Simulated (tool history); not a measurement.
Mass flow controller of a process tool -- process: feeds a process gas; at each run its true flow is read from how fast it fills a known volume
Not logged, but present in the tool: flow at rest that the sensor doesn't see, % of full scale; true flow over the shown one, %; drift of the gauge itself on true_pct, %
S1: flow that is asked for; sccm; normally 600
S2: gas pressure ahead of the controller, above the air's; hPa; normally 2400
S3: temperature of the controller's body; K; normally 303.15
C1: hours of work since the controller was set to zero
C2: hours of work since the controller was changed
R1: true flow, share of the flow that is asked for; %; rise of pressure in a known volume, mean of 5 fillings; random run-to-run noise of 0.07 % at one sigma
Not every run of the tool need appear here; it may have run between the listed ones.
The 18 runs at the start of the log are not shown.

{"run": 19, "hour": 6779.2, "S1": 107, "S2": 1810, "S3": 303.15, "C1": 5247, "C2": 5247, "R1": 107.84}
{"run": 20, "hour": 7227.0, "S1": 107, "S2": 1810, "S3": 303.15, "C1": 5412, "C2": 5412, "R1": 108.01}
{"run": 21, "hour": 7520.5, "S1": 172, "S2": 2410, "S3": 303.15, "C1": 5520, "C2": 5520, "R1": 106.09}
{"run": 22, "hour": 8056.5, "S1": 730, "S2": 1850, "S3": 303.15, "C1": 5717, "C2": 5717, "R1": 103.98}
{"run": 23, "hour": 8286.3, "S1": 600, "S2": 1550, "S3": 303.15, "C1": 5802, "C2": 5802, "R1": 103.58}
{"run": 24, "hour": 8597.7, "S1": 600, "S2": 2270, "S3": 294.15, "C1": 5917, "C2": 5917, "R1": 104.63}
{"run": 25, "hour": 9101.8, "S1": 600, "S2": 1550, "S3": 294.15, "C1": 6102, "C2": 6102, "R1": 104.36}
{"run": 26, "hour": 9615.5, "S1": 112, "S2": 2330, "S3": 294.15, "C1": 6291, "C2": 6291, "R1": 110.59}
{"run": 27, "hour": 9969.1, "S1": 356, "S2": 2230, "S3": 298.15, "C1": 6421, "C2": 6421, "R1": 105.22}
{"run": 28, "hour": 10372.6, "S1": 579, "S2": 2610, "S3": 296.15, "C1": 6570, "C2": 6570, "R1": 105.34}
{"run": 29, "hour": 10832.6, "S1": 889, "S2": 1850, "S3": 311.15, "C1": 6739, "C2": 6739, "R1": 104.79}
{"run": 30, "hour": 11375.8, "S1": 889, "S2": 1850, "S3": 306.15, "C1": 6939, "C2": 6939, "R1": 105.11}
{"hour": 11932.2, "done": "controller exchanged for a calibrated one"}
{"run": 31, "hour": 11941.2, "S1": 551, "S2": 2390, "S3": 307.15, "C1": 3, "C2": 3, "R1": 98.24}

3 ways to go on from here, each from the tool as it stands after run 31. What would each give?
{"run": "A", "hour": 12346.9, "S1": 551, "S2": 1820, "S3": 307.15, "C1": 153, "C2": 153, "R1": "?"}
{"run": "B", "hour": 12346.9, "S1": 843, "S2": 2060, "S3": 307.15, "C1": 153, "C2": 153, "R1": "?"}
{"run": "C", "hour": 12346.9, "S1": 633, "S2": 2320, "S3": 307.15, "C1": 153, "C2": 153, "R1": "?"}

run=A R1=97.89
run=B R1=99.11
run=C R1=98.63
Had the tool no hidden state, the same runs would have come out as:
run=A R1=97.79
run=B R1=99.05
run=C R1=98.55
